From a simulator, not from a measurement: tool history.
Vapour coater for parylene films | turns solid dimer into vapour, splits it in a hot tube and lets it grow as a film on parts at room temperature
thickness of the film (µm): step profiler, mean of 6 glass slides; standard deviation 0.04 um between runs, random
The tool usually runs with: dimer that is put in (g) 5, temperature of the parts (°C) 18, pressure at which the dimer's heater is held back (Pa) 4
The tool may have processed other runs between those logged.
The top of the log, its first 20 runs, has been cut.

| run | hour | dimer that is put in (g) | temperature of the parts (°C) | pressure at which the dimer's heater is held back (Pa) | hours of work since the trap's valve was overhauled | hours of work since the table's thermometer was calibrated | thickness of the film (µm) |
|---|---|---|---|---|---|---|---|
| 21 | 881.9 | 5 | 18 | 4 | 303 | 500 | 4.11 |
| 22 | 929.7 | 5 | 15 | 5.39 | 337 | 535 | 4.49 |
| 23 | 981.2 | 2 | 16 | 4.5 | 375 | 572 | 1.73 |
| 24 | 1034.2 | 4 | 16 | 8.77 | 414 | 611 | 3.37 |
|  | 1065.8 | trap's valve overhauled |
| 25 | 1076.2 | 6 | 30 | 11.62 | 8 | 638 | 3.15 |
| 26 | 1126.8 | 5 | 17 | 4 | 44 | 675 | 4.4 |
| 27 | 1178.2 | 2 | 18 | 8.57 | 82 | 713 | 1.62 |
| 28 | 1239.3 | 3 | 15 | 8.57 | 126 | 757 | 2.72 |
| 29 | 1279 | 3 | 15 | 8.57 | 155 | 786 | 2.69 |
| 30 | 1330.1 | 4 | 15 | 3.65 | 193 | 823 | 3.74 |
| 31 | 1378.3 | 4 | 13 | 3.87 | 228 | 859 | 3.97 |

Forecast run 32:
| 32 | 1429 | 7 | 18 | 2.58 | 265 | 896 | ? |

Run 32 came out at thickness of the film (µm) 5.96.
Were there no unlogged condition in the tool, this run, its random variation unchanged, would have produced thickness of the film (µm) 6.32.

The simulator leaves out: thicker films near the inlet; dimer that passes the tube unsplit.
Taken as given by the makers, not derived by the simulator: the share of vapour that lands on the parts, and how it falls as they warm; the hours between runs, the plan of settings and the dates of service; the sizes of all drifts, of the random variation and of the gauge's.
